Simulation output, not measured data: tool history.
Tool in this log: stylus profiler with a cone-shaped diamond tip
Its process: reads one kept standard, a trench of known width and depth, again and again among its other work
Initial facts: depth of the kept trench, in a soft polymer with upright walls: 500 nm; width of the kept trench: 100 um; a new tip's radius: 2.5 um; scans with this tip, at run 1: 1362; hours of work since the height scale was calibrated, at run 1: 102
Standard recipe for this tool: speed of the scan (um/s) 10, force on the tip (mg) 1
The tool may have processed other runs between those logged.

run   hour  speed of the scan (um/s)  force on the tip (mg)  scans with this tip  hours of work since the height scale was calibrated  depth of the trench (nm)  width of the trench's floor (nm)
  1    0.0                        10                      1                 1362                                                  102                    504.88                             96760
  2   11.8                        25                      1                 1475                                                  111                    504.82                             96720
  3   33.1                         2                      1                 1679                                                  126                    504.78                             96750
  4   45.6                         2                      1                 1798                                                  135                    504.76                             96760
  5   58.1                        10                      1                 1919                                                  144                    504.85                             96680
  6   78.9                         6                      1                 2118                                                  159                    504.73                             96740
  7   89.8                         2                      1                 2223                                                  167                    504.61                             96670
  8  109.3                         2                      1                 2409                                                  181                    504.78                             96610
  9  120.8                         2                      1                 2519                                                  189                    504.92                             96630

Forecast run 10:
 10  139.0                         2                      1                 2694                                                  202                         ?                                 ?

depth of the trench (nm): 504.93
width of the trench's floor (nm): 96590
If the tool had no hidden condition, the same run with the same run-to-run variation would have returned depth of the trench (nm) 504.51, width of the trench's floor (nm) 96960.

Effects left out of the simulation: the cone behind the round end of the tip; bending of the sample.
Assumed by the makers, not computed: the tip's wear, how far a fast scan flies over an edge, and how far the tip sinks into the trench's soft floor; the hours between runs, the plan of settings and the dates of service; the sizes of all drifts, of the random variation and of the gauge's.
